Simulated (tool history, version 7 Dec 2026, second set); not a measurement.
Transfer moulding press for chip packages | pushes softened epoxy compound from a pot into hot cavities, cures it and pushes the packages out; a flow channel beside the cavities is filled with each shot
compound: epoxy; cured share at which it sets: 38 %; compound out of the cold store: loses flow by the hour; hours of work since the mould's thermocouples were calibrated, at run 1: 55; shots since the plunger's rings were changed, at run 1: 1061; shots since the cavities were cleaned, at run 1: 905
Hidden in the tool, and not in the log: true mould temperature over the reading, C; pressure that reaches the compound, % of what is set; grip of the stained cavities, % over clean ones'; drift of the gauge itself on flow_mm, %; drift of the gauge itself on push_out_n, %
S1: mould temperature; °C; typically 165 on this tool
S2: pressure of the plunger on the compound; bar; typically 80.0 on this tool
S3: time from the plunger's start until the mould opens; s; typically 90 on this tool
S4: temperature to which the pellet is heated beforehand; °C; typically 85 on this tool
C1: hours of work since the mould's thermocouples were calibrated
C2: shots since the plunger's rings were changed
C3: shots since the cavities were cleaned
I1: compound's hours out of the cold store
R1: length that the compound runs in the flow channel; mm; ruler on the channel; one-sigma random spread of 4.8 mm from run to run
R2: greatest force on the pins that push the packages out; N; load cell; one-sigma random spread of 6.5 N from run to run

run	day	S1	S2	S3	S4	C1	C2	C3	I1	R1	R2
1	0.000	165	80.0	90	85	55	1061	905	35.6	783	251
# day 1.458: cavities cleaned with cleaning compound and waxed
2	1.875	165	80.0	90	85	73	1401	78	33.3	782	250
3	4.062	165	80.0	90	83	95	1812	489	38.2	774	251
4	6.521	165	80.0	90	85	119	2275	952	14.7	824	263
# day 7.617: cavities cleaned with cleaning compound and waxed
5	8.712	165	80.0	90	85	140	2675	207	17.3	812	261
6	10.583	165	80.0	90	85	158	3026	558	29.1	793	258
7	12.046	165	80.0	90	81	173	3301	833	28.9	786	242
# day 13.938: cavities cleaned with cleaning compound and waxed
8	14.808	165	80.0	90	81	199	3809	164	33.3	787	256
9	16.183	165	80.0	90	85	213	4067	422	39.3	779	247
10	17.404	171	80.0	90	85	225	4297	652	35.2	753	210
11	19.438	165	92.2	90	85	245	4679	1034	27.4	852	263
# day 20.233: cavities cleaned with cleaning compound and waxed
12	22.358	165	70.7	87	85	273	5215	399	37.8	736	269
# day 22.675: plunger's sealing rings changed
13	24.667	158	92.1	117	91	295	374	814	31.2	882	260
# day 26.546: cavities cleaned with cleaning compound and waxed
14	26.654	158	92.1	117	91	313	736	21	19.3	914	259
15	28.312	170	84.0	105	84	330	1048	333	38.3	771	195
16	30.608	163	79.8	76	84	352	1479	764	30.2	801	429
# day 32.792: cavities cleaned with cleaning compound and waxed
17	33.100	168	69.6	91	81	376	1936	58	36.6	715	223
18	35.954	163	81.2	91	90	404	2472	594	43.8	778	285
19	37.321	163	81.2	91	90	418	2729	851	11.2	843	299
# day 38.983: cavities cleaned with cleaning compound and waxed
20	39.725	163	81.2	91	90	441	3169	140	30.5	806	293

3 options for the next run, each taken on its own from the tool as it stands now. Forecast them:
A	41.900	165	89.9	90	85	462	3577	548	14.4	?	?
B	41.900	164	81.2	71	75	462	3577	548	45.0	?	?
C	41.900	165	80.0	101	85	462	3577	548	32.9	?	?

run	R1	R2
A	868	269
B	768	445
C	779	224
With the hidden condition removed and each run's random variation left untouched, the same runs would have given:
run	R1	R2
A	868	265
B	769	438
C	780	221
